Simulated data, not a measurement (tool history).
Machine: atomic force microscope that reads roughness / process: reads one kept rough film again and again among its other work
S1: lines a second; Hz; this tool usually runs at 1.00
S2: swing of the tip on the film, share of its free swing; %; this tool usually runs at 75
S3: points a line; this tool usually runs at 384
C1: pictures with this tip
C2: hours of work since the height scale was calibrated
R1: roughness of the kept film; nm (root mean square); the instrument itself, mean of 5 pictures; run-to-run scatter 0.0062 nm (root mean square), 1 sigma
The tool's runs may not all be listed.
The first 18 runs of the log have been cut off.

{"hour": 180.3, "done": "new tip fitted"}
{"run": 19, "hour": 189.9, "S1": 1.0, "S2": 73, "S3": 384, "C1": 12, "C2": 228, "R1": 1.149}
{"run": 20, "hour": 201.1, "S1": 1.0, "S2": 73, "S3": 384, "C1": 26, "C2": 233, "R1": 1.127}
{"run": 21, "hour": 208.4, "S1": 1.0, "S2": 73, "S3": 384, "C1": 35, "C2": 236, "R1": 1.119}
{"run": 22, "hour": 219.4, "S1": 1.13, "S2": 59, "S3": 525, "C1": 49, "C2": 240, "R1": 1.105}
{"run": 23, "hour": 229.1, "S1": 1.13, "S2": 89, "S3": 458, "C1": 61, "C2": 244, "R1": 1.025}
{"run": 24, "hour": 238.5, "S1": 1.13, "S2": 89, "S3": 458, "C1": 73, "C2": 248, "R1": 1.006}
{"hour": 243.3, "done": "new tip fitted"}
{"run": 25, "hour": 245.1, "S1": 1.13, "S2": 89, "S3": 458, "C1": 2, "C2": 250, "R1": 1.139}
{"run": 26, "hour": 258.3, "S1": 2.42, "S2": 73, "S3": 458, "C1": 19, "C2": 256, "R1": 1.109}
{"run": 27, "hour": 266.8, "S1": 0.59, "S2": 89, "S3": 588, "C1": 29, "C2": 259, "R1": 1.107}
{"run": 28, "hour": 274.0, "S1": 1.28, "S2": 66, "S3": 261, "C1": 38, "C2": 262, "R1": 1.101}
{"run": 29, "hour": 282.4, "S1": 2.42, "S2": 58, "S3": 385, "C1": 49, "C2": 266, "R1": 1.084}
{"run": 30, "hour": 293.4, "S1": 2.42, "S2": 58, "S3": 385, "C1": 63, "C2": 270, "R1": 1.057}
{"run": 31, "hour": 304.7, "S1": 0.96, "S2": 78, "S3": 294, "C1": 77, "C2": 275, "R1": 1.026}
{"hour": 306.0, "done": "new tip fitted"}
{"run": 32, "hour": 313.0, "S1": 0.96, "S2": 78, "S3": 294, "C1": 9, "C2": 278, "R1": 1.152}
{"run": 33, "hour": 324.8, "S1": 0.73, "S2": 58, "S3": 731, "C1": 24, "C2": 282, "R1": 1.167}
{"run": 34, "hour": 331.4, "S1": 0.73, "S2": 58, "S3": 731, "C1": 32, "C2": 285, "R1": 1.14}
{"run": 35, "hour": 344.5, "S1": 0.63, "S2": 90, "S3": 727, "C1": 49, "C2": 290, "R1": 1.075}
{"run": 36, "hour": 352.0, "S1": 0.63, "S2": 90, "S3": 727, "C1": 58, "C2": 293, "R1": 1.061}

Below are 4 alternative next runs, each starting from the tool's condition after run 36. Predict each:
{"run": "A", "hour": 363.3, "S1": 1.98, "S2": 64, "S3": 413, "C1": 73, "C2": 298, "R1": "?"}
{"run": "B", "hour": 363.3, "S1": 0.63, "S2": 62, "S3": 1004, "C1": 73, "C2": 298, "R1": "?"}
{"run": "C", "hour": 363.3, "S1": 0.54, "S2": 83, "S3": 727, "C1": 73, "C2": 298, "R1": "?"}
{"run": "D", "hour": 363.3, "S1": 0.63, "S2": 62, "S3": 992, "C1": 73, "C2": 298, "R1": "?"}

run=A R1=1.031
run=B R1=1.064
run=C R1=1.038
run=D R1=1.064
The same runs, with their run-to-run variation unchanged, on a tool lacking any hidden condition would have given:
run=A R1=1.185
run=B R1=1.222
run=C R1=1.194
run=D R1=1.222
